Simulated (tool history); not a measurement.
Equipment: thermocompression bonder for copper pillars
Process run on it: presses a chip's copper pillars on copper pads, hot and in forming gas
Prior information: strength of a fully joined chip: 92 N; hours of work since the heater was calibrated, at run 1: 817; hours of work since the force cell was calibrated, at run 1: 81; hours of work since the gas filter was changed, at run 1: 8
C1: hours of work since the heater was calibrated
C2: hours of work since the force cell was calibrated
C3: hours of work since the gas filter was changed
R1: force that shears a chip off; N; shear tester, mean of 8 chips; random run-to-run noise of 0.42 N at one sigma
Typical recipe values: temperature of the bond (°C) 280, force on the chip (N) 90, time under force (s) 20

{"run": 1, "day": 0.0, "temperature of the bond (°C)": 280, "force on the chip (N)": 90, "time under force (s)": 20, "C1": 817, "C2": 81, "C3": 8, "R1": 42.8}
{"run": 2, "day": 1.483, "temperature of the bond (°C)": 280, "force on the chip (N)": 90, "time under force (s)": 20, "C1": 843, "C2": 107, "C3": 34, "R1": 42.3}
{"run": 3, "day": 2.817, "temperature of the bond (°C)": 280, "force on the chip (N)": 90, "time under force (s)": 20, "C1": 866, "C2": 130, "C3": 57, "R1": 43.2}
{"run": 4, "day": 3.642, "temperature of the bond (°C)": 280, "force on the chip (N)": 61, "time under force (s)": 20, "C1": 880, "C2": 144, "C3": 71, "R1": 28.3}
{"run": 5, "day": 5.017, "temperature of the bond (°C)": 280, "force on the chip (N)": 61, "time under force (s)": 20, "C1": 904, "C2": 168, "C3": 95, "R1": 28.5}
{"run": 6, "day": 6.642, "temperature of the bond (°C)": 280, "force on the chip (N)": 67, "time under force (s)": 20, "C1": 932, "C2": 196, "C3": 124, "R1": 31}
{"run": 7, "day": 7.658, "temperature of the bond (°C)": 280, "force on the chip (N)": 90, "time under force (s)": 20, "C1": 950, "C2": 214, "C3": 141, "R1": 42.2}
{"run": 8, "day": 9.292, "temperature of the bond (°C)": 280, "force on the chip (N)": 90, "time under force (s)": 20, "C1": 978, "C2": 243, "C3": 170, "R1": 41.9}
{"run": 9, "day": 10.625, "temperature of the bond (°C)": 280, "force on the chip (N)": 71, "time under force (s)": 20, "C1": 1002, "C2": 266, "C3": 193, "R1": 32.6}
{"run": 10, "day": 12.312, "temperature of the bond (°C)": 280, "force on the chip (N)": 71, "time under force (s)": 20, "C1": 1031, "C2": 295, "C3": 222, "R1": 32.7}
{"run": 11, "day": 13.646, "temperature of the bond (°C)": 256, "force on the chip (N)": 90, "time under force (s)": 20, "C1": 1054, "C2": 318, "C3": 245, "R1": 33}
{"run": 12, "day": 14.938, "temperature of the bond (°C)": 256, "force on the chip (N)": 90, "time under force (s)": 20, "C1": 1077, "C2": 341, "C3": 268, "R1": 32.4}
{"run": 13, "day": 16.162, "temperature of the bond (°C)": 280, "force on the chip (N)": 108, "time under force (s)": 20, "C1": 1098, "C2": 362, "C3": 289, "R1": 48.7}
{"day": 16.546, "done": "heater calibrated with a thermocouple chip"}
{"run": 14, "day": 17.992, "temperature of the bond (°C)": 281, "force on the chip (N)": 108, "time under force (s)": 20, "C1": 25, "C2": 392, "C3": 319, "R1": 50.7}
{"day": 19.408, "done": "heater calibrated with a thermocouple chip, once more"}
{"run": 15, "day": 19.408, "temperature of the bond (°C)": 281, "force on the chip (N)": 108, "time under force (s)": 20, "C1": 0, "C2": 416, "C3": 343, "R1": 45.1}
{"run": 16, "day": 20.333, "temperature of the bond (°C)": 281, "force on the chip (N)": 108, "time under force (s)": 20, "C1": 16, "C2": 432, "C3": 359, "R1": 45}
{"run": 17, "day": 21.833, "temperature of the bond (°C)": 281, "force on the chip (N)": 108, "time under force (s)": 20, "C1": 42, "C2": 458, "C3": 385, "R1": 44}
{"run": 18, "day": 22.633, "temperature of the bond (°C)": 281, "force on the chip (N)": 108, "time under force (s)": 20, "C1": 56, "C2": 472, "C3": 399, "R1": 44.7}
{"run": 19, "day": 23.846, "temperature of the bond (°C)": 281, "force on the chip (N)": 108, "time under force (s)": 20, "C1": 77, "C2": 493, "C3": 420, "R1": 44.4}
{"run": 20, "day": 24.875, "temperature of the bond (°C)": 281, "force on the chip (N)": 108, "time under force (s)": 20, "C1": 95, "C2": 511, "C3": 438, "R1": 44.4}
{"run": 21, "day": 25.608, "temperature of the bond (°C)": 261, "force on the chip (N)": 90, "time under force (s)": 59, "C1": 108, "C2": 523, "C3": 451, "R1": 44.2}
{"day": 26.125, "done": "forming gas filter changed"}
{"run": 22, "day": 26.533, "temperature of the bond (°C)": 306, "force on the chip (N)": 90, "time under force (s)": 20, "C1": 124, "C2": 539, "C3": 7, "R1": 50.4}
{"run": 23, "day": 27.446, "temperature of the bond (°C)": 306, "force on the chip (N)": 90, "time under force (s)": 20, "C1": 139, "C2": 555, "C3": 23, "R1": 50.4}
{"run": 24, "day": 28.179, "temperature of the bond (°C)": 260, "force on the chip (N)": 131, "time under force (s)": 20, "C1": 152, "C2": 568, "C3": 36, "R1": 46.2}
{"run": 25, "day": 29.808, "temperature of the bond (°C)": 280, "force on the chip (N)": 97, "time under force (s)": 21, "C1": 180, "C2": 596, "C3": 64, "R1": 43.1}
{"run": 26, "day": 31.104, "temperature of the bond (°C)": 280, "force on the chip (N)": 97, "time under force (s)": 21, "C1": 203, "C2": 619, "C3": 87, "R1": 42.8}
{"run": 27, "day": 32.158, "temperature of the bond (°C)": 260, "force on the chip (N)": 103, "time under force (s)": 18, "C1": 221, "C2": 637, "C3": 105, "R1": 34.6}
{"run": 28, "day": 33.888, "temperature of the bond (°C)": 280, "force on the chip (N)": 122, "time under force (s)": 20, "C1": 251, "C2": 667, "C3": 135, "R1": 52.6}
{"run": 29, "day": 35.088, "temperature of the bond (°C)": 280, "force on the chip (N)": 69, "time under force (s)": 41, "C1": 272, "C2": 688, "C3": 156, "R1": 38.5}
{"run": 30, "day": 36.0, "temperature of the bond (°C)": 280, "force on the chip (N)": 69, "time under force (s)": 41, "C1": 288, "C2": 704, "C3": 172, "R1": 37.9}
{"run": 31, "day": 37.483, "temperature of the bond (°C)": 270, "force on the chip (N)": 65, "time under force (s)": 44, "C1": 314, "C2": 729, "C3": 198, "R1": 33.6}
{"run": 32, "day": 38.529, "temperature of the bond (°C)": 280, "force on the chip (N)": 90, "time under force (s)": 60, "C1": 332, "C2": 748, "C3": 216, "R1": 54.9}
{"run": 33, "day": 39.7, "temperature of the bond (°C)": 280, "force on the chip (N)": 90, "time under force (s)": 60, "C1": 352, "C2": 768, "C3": 236, "R1": 54.6}
{"run": 34, "day": 41.317, "temperature of the bond (°C)": 305, "force on the chip (N)": 90, "time under force (s)": 20, "C1": 381, "C2": 796, "C3": 264, "R1": 47.8}
{"run": 35, "day": 42.629, "temperature of the bond (°C)": 305, "force on the chip (N)": 90, "time under force (s)": 20, "C1": 403, "C2": 819, "C3": 287, "R1": 47.7}
{"run": 36, "day": 43.858, "temperature of the bond (°C)": 296, "force on the chip (N)": 90, "time under force (s)": 20, "C1": 425, "C2": 840, "C3": 308, "R1": 43.2}
{"run": 37, "day": 45.388, "temperature of the bond (°C)": 280, "force on the chip (N)": 90, "time under force (s)": 34, "C1": 451, "C2": 867, "C3": 335, "R1": 45.3}
{"run": 38, "day": 46.388, "temperature of the bond (°C)": 280, "force on the chip (N)": 102, "time under force (s)": 31, "C1": 469, "C2": 884, "C3": 352, "R1": 48.9}
{"run": 39, "day": 47.5, "temperature of the bond (°C)": 302, "force on the chip (N)": 100, "time under force (s)": 49, "C1": 488, "C2": 904, "C3": 372, "R1": 64.8}
{"day": 47.721, "done": "force cell calibrated"}
{"run": 40, "day": 49.217, "temperature of the bond (°C)": 258, "force on the chip (N)": 83, "time under force (s)": 15, "C1": 517, "C2": 26, "C3": 401, "R1": 25.7}

Alternative continuations, all from the tool just after run 40; predict every row:
{"run": "A", "day": 50.975, "temperature of the bond (°C)": 258, "force on the chip (N)": 83, "time under force (s)": 33, "C1": 548, "C2": 57, "C3": 431, "R1": "?"}
{"run": "B", "day": 50.975, "temperature of the bond (°C)": 258, "force on the chip (N)": 119, "time under force (s)": 32, "C1": 548, "C2": 57, "C3": 431, "R1": "?"}
{"run": "C", "day": 50.975, "temperature of the bond (°C)": 257, "force on the chip (N)": 124, "time under force (s)": 14, "C1": 548, "C2": 57, "C3": 431, "R1": "?"}
{"run": "D", "day": 50.975, "temperature of the bond (°C)": 299, "force on the chip (N)": 90, "time under force (s)": 20, "C1": 548, "C2": 57, "C3": 431, "R1": "?"}

run=A R1=34.1
run=B R1=48.8
run=C R1=37
run=D R1=47.3
Without the tool's unlogged condition, the same runs would have read:
run=A R1=35.4
run=B R1=51.1
run=C R1=38.4
run=D R1=49.8

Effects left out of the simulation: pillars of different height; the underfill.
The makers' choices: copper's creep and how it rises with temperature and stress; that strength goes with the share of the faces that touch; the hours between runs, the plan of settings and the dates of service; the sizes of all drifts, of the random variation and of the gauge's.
